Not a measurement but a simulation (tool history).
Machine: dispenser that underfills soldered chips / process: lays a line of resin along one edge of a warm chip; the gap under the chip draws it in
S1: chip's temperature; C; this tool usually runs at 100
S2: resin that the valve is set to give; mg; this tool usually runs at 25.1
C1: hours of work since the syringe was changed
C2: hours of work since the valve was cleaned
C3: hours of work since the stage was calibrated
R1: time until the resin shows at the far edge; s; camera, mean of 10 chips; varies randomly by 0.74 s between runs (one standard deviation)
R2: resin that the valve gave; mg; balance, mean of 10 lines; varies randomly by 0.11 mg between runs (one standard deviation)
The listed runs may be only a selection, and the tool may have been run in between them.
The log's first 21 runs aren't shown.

| run | hour | S1 | S2 | C1 | C2 | C3 | R1 | R2 |
|---|---|---|---|---|---|---|---|---|
|  | 83.7 | new syringe of resin |
| 22 | 85.1 | 96 | 32.3 | 1 | 60 | 154 | 79.9 | 30.58 |
| 23 | 89.1 | 114 | 25.3 | 4 | 63 | 157 | 57 | 23.66 |
| 24 | 93.5 | 112 | 24.9 | 8 | 67 | 160 | 73.9 | 23.19 |
| 25 | 96.4 | 86 | 22 | 10 | 69 | 163 | 206.5 | 20.47 |
|  | 97.2 | new syringe of resin |
| 26 | 100.6 | 115 | 22 | 3 | 72 | 166 | 51.3 | 20.3 |
| 27 | 103.2 | 115 | 22 | 5 | 74 | 168 | 57.6 | 20.45 |
| 28 | 105.8 | 88 | 22 | 7 | 76 | 170 | 157.9 | 20.18 |
|  | 110.7 | new syringe of resin |
| 29 | 111.1 | 110 | 24.5 | 0 | 80 | 174 | 50.6 | 22.44 |
| 30 | 113.9 | 99 | 21.4 | 3 | 82 | 176 | 87.8 | 19.66 |
|  | 118.9 | dispensing valve cleaned and set on the balance |
| 31 | 118.9 | 94 | 31.3 | 6 | 0 | 179 | 111.9 | 31.45 |
| 32 | 123.5 | 109 | 32.2 | 9 | 4 | 183 | 86.2 | 32.06 |
|  | 125.4 | new syringe of resin |
| 33 | 127.3 | 108 | 26.5 | 1 | 6 | 185 | 53.8 | 26.7 |
| 34 | 129.6 | 88 | 28.8 | 3 | 8 | 187 | 117.4 | 28.72 |
| 35 | 132 | 88 | 28.8 | 5 | 10 | 189 | 131.6 | 28.37 |
| 36 | 136 | 88 | 28.8 | 8 | 13 | 192 | 162.6 | 28.46 |

Alternative continuations, all from the tool just after run 36; predict every row:
|  | 138.8 | new syringe of resin |
| A | 141.1 | 100 | 24.2 | 2 | 17 | 196 | ? | ? |
|  | 138.8 | new syringe of resin |
| B | 141.1 | 93 | 26.9 | 2 | 17 | 196 | ? | ? |
|  | 138.8 | new syringe of resin |
| C | 141.1 | 109 | 28.8 | 2 | 17 | 196 | ? | ? |
|  | 138.8 | new syringe of resin |
| D | 141.1 | 111 | 24.2 | 2 | 17 | 196 | ? | ? |

| run | R1 | R2 |
|---|---|---|
| A | 73.8 | 23.86 |
| B | 90.2 | 26.61 |
| C | 53.5 | 28.61 |
| D | 52.2 | 24.13 |
With no hidden state in the tool, these same runs would have given:
| run | R1 | R2 |
|---|---|---|
| A | 68.9 | 24.18 |
| B | 84.5 | 26.96 |
| C | 50 | 28.99 |
| D | 48.6 | 24.45 |
